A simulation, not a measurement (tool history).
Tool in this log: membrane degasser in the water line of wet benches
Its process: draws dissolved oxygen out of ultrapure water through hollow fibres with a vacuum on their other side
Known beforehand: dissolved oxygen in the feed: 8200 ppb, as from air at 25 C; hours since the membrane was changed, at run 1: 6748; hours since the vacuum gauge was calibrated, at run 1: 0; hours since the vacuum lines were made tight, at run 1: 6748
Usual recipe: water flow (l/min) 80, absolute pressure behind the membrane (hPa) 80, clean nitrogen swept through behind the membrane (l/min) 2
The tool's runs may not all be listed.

run,hour,water flow (l/min),absolute pressure behind the membrane (hPa),clean nitrogen swept through behind the membrane (l/min),hours since the membrane was changed,hours since the vacuum gauge was calibrated,hours since the vacuum lines were made tight,dissolved oxygen in the water behind the degasser (ppb),pressure that the water loses in the fibres (hPa)
1,0,80,80,2,6748,0,6748,474.2,568.7
2,296.7,80,80,5.32,7045,297,7045,282.8,569.3
3,427.1,80,80,5.32,7175,427,7175,283.2,572.2
4,555.4,80,181,5.32,7303,555,7303,594,566.8
5,729.7,80,181,5.32,7478,730,7478,591.4,567.6
6,992.9,80,181,1.99,7741,993,7741,1168.1,570.1
7,1161.9,80,80,2,7910,1162,7910,493.6,572.2
# hour 1183.6: seals of the vacuum lines changed
8,1303.5,80,80,2,8049,1301,120,498.4,573.4
9,1530.7,80,80,2,8277,1529,347,494.2,577.5
10,1728.9,86,80,2,8475,1727,545,524.4,620
11,1974.1,80,80,2,8720,1972,791,494.2,574.6
12,2165.2,84,80,2,8911,2163,982,525.4,603.9
13,2349,84,80,2,9095,2347,1165,520.3,607.4
14,2474.7,102,80,2,9221,2473,1291,643.9,733
15,2766.9,102,80,2,9513,2765,1583,634.3,741
16,3021.5,102,80,2,9767,3020,1838,641.4,737.7
17,3313.9,68,79.8,1.81,10060,3312,2130,461.7,491.4
18,3580.4,68,79.8,1.81,10326,3578,2397,460.9,493.7
19,3889.9,58,148.5,1.02,10636,3888,2706,1163.9,420.2
20,4098.7,80,141.8,2,10845,4097,2915,936.3,580
21,4288,92,164.9,2.07,11034,4286,3104,1178.5,672.6
22,4599.5,69,80,1.67,11345,4598,3416,500.1,502.9
23,4885.8,80,190.5,2,11632,4884,3702,1247.8,591.5
24,5085.9,127,199.9,5.81,11832,5084,3902,1029.4,930.3
25,5375.6,127,199.9,5.81,12122,5374,4192,1002.2,932.6
26,5681.1,86,136.8,2.81,12427,5679,4498,797.5,632
27,5865.3,86,136.8,2.81,12611,5863,4682,792.2,634.5
28,6073.9,86,136.8,2.81,12820,6072,4890,794.5,636.9
29,6277.4,110,56.3,1.68,13023,6275,5094,549.5,807.5
30,6430.8,80,126.1,2,13177,6429,5247,853,595.2
31,6637.6,90,114.3,2,13384,6636,5454,872.4,666.1
32,6778.6,90,114.3,2,13525,6777,5595,859.7,664.5

Pick out some run-to-run changes in dissolved oxygen in the water behind the degasser (ppb). Of each, how much would a tool without hidden state show as well, from the settings, what came in and chance, and how much is left for the hidden state and any gauge scatter not in both results compared?
Unlogged tool condition in this case: membrane still open, %; true pressure behind the membrane over the reading, kPa; air that leaks in behind the membrane, l/min; drift of the gauge itself on oxygen_ppb, %; drift of the gauge itself on loss_of_pressure_kpa, %.
Run 18 -> 19: water flow (l/min) 68 -> 58, absolute pressure behind the membrane (hPa) 79.8 -> 148.5, clean nitrogen swept through behind the membrane (l/min) 1.81 -> 1.02. dissolved oxygen in the water behind the degasser (ppb) +703: hidden state -2.8, all else +705.8.
Run 21 -> 22: water flow (l/min) 92 -> 69, absolute pressure behind the membrane (hPa) 164.9 -> 80, clean nitrogen swept through behind the membrane (l/min) 2.07 -> 1.67. dissolved oxygen in the water behind the degasser (ppb) -678.4: hidden state -1.7, all else -676.7.
Run 22 -> 23: water flow (l/min) 69 -> 80, absolute pressure behind the membrane (hPa) 80 -> 190.5, clean nitrogen swept through behind the membrane (l/min) 1.67 -> 2. dissolved oxygen in the water behind the degasser (ppb) +747.7: hidden state -1.5, all else +749.2.
Run 23 -> 24: water flow (l/min) 80 -> 127, absolute pressure behind the membrane (hPa) 190.5 -> 199.9, clean nitrogen swept through behind the membrane (l/min) 2 -> 5.81. dissolved oxygen in the water behind the degasser (ppb) -218.4: hidden state +21, all else -239.4.
Run 28 -> 29: water flow (l/min) 86 -> 110, absolute pressure behind the membrane (hPa) 136.8 -> 56.3, clean nitrogen swept through behind the membrane (l/min) 2.81 -> 1.68. dissolved oxygen in the water behind the degasser (ppb) -245: hidden state +42.3, all else -287.3.
Run 29 -> 30: water flow (l/min) 110 -> 80, absolute pressure behind the membrane (hPa) 56.3 -> 126.1, clean nitrogen swept through behind the membrane (l/min) 1.68 -> 2. dissolved oxygen in the water behind the degasser (ppb) +303.5: hidden state -38.3, all else +341.8.

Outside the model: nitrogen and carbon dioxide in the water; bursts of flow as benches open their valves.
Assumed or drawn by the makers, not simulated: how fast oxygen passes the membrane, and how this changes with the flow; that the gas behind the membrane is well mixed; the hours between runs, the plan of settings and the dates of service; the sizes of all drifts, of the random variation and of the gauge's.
